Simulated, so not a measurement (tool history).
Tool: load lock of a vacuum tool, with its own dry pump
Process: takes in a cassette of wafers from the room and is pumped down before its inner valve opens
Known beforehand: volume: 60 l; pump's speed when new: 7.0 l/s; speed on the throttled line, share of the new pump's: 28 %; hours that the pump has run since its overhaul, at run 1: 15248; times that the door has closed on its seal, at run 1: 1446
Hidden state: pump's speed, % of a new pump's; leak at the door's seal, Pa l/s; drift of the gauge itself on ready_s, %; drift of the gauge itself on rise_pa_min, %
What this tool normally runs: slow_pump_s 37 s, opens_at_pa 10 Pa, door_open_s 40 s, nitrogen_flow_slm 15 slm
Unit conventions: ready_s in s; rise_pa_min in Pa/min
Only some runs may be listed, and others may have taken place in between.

run      day  slow_pump_s  opens_at_pa  door_open_s  nitrogen_flow_slm  hours that the pump has run since its overhaul  times that the door has closed on its seal  incoming humidity of the room's air, %  ready_s  rise_pa_min
  1        0           37           10           40                 15                                           15248                                        1446                                    48.7    118.9        0.028
  2    3.862           37           10           40                 15                                           15341                                        1654                                    47.1    119.1        0.025
  3    6.588           37           10           40                 15                                           15407                                        1801                                    47.7    118.6        0.026
  4    8.262           37           10           40                 15                                           15447                                        1891                                    46.1      120         0.03
  5   10.492           37            8           40                 15                                           15500                                        2011                                      48    121.4        0.028
  6   14.017           37            8           40                 15                                           15585                                        2201                                    47.9    120.4        0.028
  7   17.679           22           10           40                 15                                           15673                                        2398                                    45.1    107.8        0.026
  8   20.075           22           10           40                 15                                           15730                                        2527                                    42.6    109.2        0.029
  9    22.15           37           10           40                 15                                           15780                                        2639                                      45    119.3        0.028
 10   26.033           37           10           40                 15                                           15873                                        2848                                    45.6    119.1        0.031
 11   27.862           37           10           40                 31                                           15917                                        2946                                    43.9    118.5        0.025
 12   31.575           37           10           40                 31                                           16006                                        3146                                    44.8    119.8        0.024
 13   34.221           37           10           40                 24                                           16070                                        3289                                    46.4    120.5        0.033
 14   38.242           37           10           40                 24                                           16166                                        3505                                    43.3    119.3        0.024
 15   40.033           37           10           40                 24                                           16209                                        3602                                    45.4      120        0.026
 16   42.896           37           10           40                 24                                           16278                                        3756                                    43.1    119.7        0.032
 17   45.212           37           10           40                 39                                           16334                                        3881                                      43    119.4        0.026
 18   47.983           37            8           40                 39                                           16400                                        4030                                    42.9    122.6        0.028
 19   49.771           37            8           40                 39                                           16443                                        4126                                    43.7    123.5        0.024
 20   52.654           33           10           87                 15                                           16512                                        4281                                      45    117.2        0.047
 21   54.688           40           18           28                  7                                           16561                                        4391                                    48.6    115.2         0.04
 22   56.575           37           10           26                 15                                           16606                                        4492                                    44.5    122.1        0.023
 23   60.279           21            8           26                  9                                           16695                                        4692                                    44.3    112.1        0.034
 24    63.45           21            8           26                  9                                           16771                                        4863                                    46.1    112.7        0.035
 25   67.212           37           17           64                  5                                           16862                                        5065                                    44.5    113.4        0.045
 26   70.842           37           18           55                  5                                           16949                                        5261                                    43.7    113.7        0.052
 27   74.183           42            7           50                 15                                           17029                                        5441                                    45.9    128.5        0.041
 28   77.583           37           10           54                 25                                           17110                                        5624                                    48.1    121.3        0.042
 29   81.583           37           10           54                 29                                           17206                                        5839                                    45.7      121        0.039
 30   84.196           21            7           25                 17                                           17269                                        5980                                    43.2    113.9        0.034
 31   87.358           19           15           40                 15                                           17345                                        6150                                    44.7    106.6        0.041
 32   90.962           19           15           55                 15                                           17432                                        6344                                    45.9    105.9        0.052
 33   94.554           19           15           55                 15                                           17518                                        6538                                      45    103.3        0.049
 34   96.379           19           15           55                 15                                           17561                                        6636                                    44.8    105.7         0.05
 35  100.275           37           10           54                 15                                           17655                                        6846                                    46.9    122.2        0.048
 36  103.429           37           10           54                 15                                           17731                                        7016                                    46.7    120.7        0.048
 37  106.258           68           10           33                  9                                           17799                                        7168                                    43.4      141        0.051
 38  110.225           37           10           38                  7                                           17894                                        7381                                    45.4    120.2        0.053

Below, some changes in ready_s between adjacent runs. For each, the amount present without the hidden state too (settings, incoming material, random variation) and the amount remaining for the hidden state with gauge scatter not shared by both compared results:
Run 24 -> 25: slow_pump_s 21 -> 37, opens_at_pa 8 -> 17, door_open_s 26 -> 64, nitrogen_flow_slm 9 -> 5. ready_s +0.7 s: hidden state -2.2, all else +2.9.
Run 34 -> 35: slow_pump_s 19 -> 37, opens_at_pa 15 -> 10, door_open_s 55 -> 54. ready_s +16.5 s: hidden state -0.1, all else +16.6.
Run 36 -> 37: slow_pump_s 37 -> 68, door_open_s 54 -> 33, nitrogen_flow_slm 15 -> 9. ready_s +20.3 s: hidden state -2, all else +22.3.
Run 37 -> 38: slow_pump_s 68 -> 37, door_open_s 33 -> 38, nitrogen_flow_slm 9 -> 7. ready_s -20.8 s: hidden state +2.2, all else -23.
